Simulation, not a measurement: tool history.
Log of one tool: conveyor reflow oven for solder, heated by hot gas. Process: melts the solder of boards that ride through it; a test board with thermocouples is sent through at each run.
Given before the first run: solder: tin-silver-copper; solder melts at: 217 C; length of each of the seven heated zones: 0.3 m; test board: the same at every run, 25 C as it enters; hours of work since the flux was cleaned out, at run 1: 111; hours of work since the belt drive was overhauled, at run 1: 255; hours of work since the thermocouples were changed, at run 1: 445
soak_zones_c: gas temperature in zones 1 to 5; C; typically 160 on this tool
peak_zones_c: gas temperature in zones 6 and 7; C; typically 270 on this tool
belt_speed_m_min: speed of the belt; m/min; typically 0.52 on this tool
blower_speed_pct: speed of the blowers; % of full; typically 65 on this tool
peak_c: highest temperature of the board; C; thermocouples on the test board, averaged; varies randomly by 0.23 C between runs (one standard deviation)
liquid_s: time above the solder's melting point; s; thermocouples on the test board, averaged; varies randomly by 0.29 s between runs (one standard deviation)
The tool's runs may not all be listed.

run	hour	soak_zones_c	peak_zones_c	belt_speed_m_min	blower_speed_pct	hours of work since the flux was cleaned out	hours of work since the belt drive was overhauled	hours of work since the thermocouples were changed	peak_c	liquid_s
1	0	160	270	0.52	65	111	255	445	254.6	49.9
2	19.4	160	270	0.52	65	123	266	457	254.7	49.8
3	38.5	160	270	0.52	65	134	277	468	254.6	49.7
4	59.1	160	270	0.52	65	146	290	480	255	50.3
5	71.6	160	284	0.52	65	153	297	487	267.6	56.6
6	88.7	160	284	0.52	65	163	307	497	267.3	56.8
7	109	160	270	0.52	65	175	319	509	254.5	50
8	126.1	160	270	0.52	65	185	329	519	254.1	49.6
9	145.4	160	270	0.52	65	197	340	531	254.3	50.6
10	162.5	160	270	0.605	65	207	350	541	248.8	38.1
11	172.6	160	270	0.605	65	213	356	547	248.7	39.1
12	186	160	270	0.52	65	221	364	555	254.8	49.9
13	195.5	146	263	0.52	65	226	370	560	246.1	40.3
14	210.4	146	263	0.52	65	235	378	569	246	40.9
15	223.4	146	263	0.52	84	243	386	577	250.6	44.9
16	233.4	146	283	0.52	78	249	392	583	267.9	54.1
# hour 239.9: flux residue cleaned out of gas plates and filters
17	248	160	265	0.614	88	5	398	588	249.3	39.3
18	259.5	160	265	0.602	86	12	404	595	249.5	40.1
# hour 281.1: flux residue cleaned out of gas plates and filters, once more
19	282.4	160	282	0.466	53	1	415	606	267	63.2
20	303.3	162	282	0.514	62	13	427	618	266.1	57.8
21	313.8	159	277	0.457	72	19	433	624	267.8	65.8

For run 22, what comes out?
22	330.2	159	277	0.457	72	29	443	634	?	?

Run 22 gave peak_c 267.5 C, liquid_s 65.9 s.
With the hidden condition absent and the run-to-run variation left alone, this run would have shown peak_c 265.8 C, liquid_s 64.2 s.
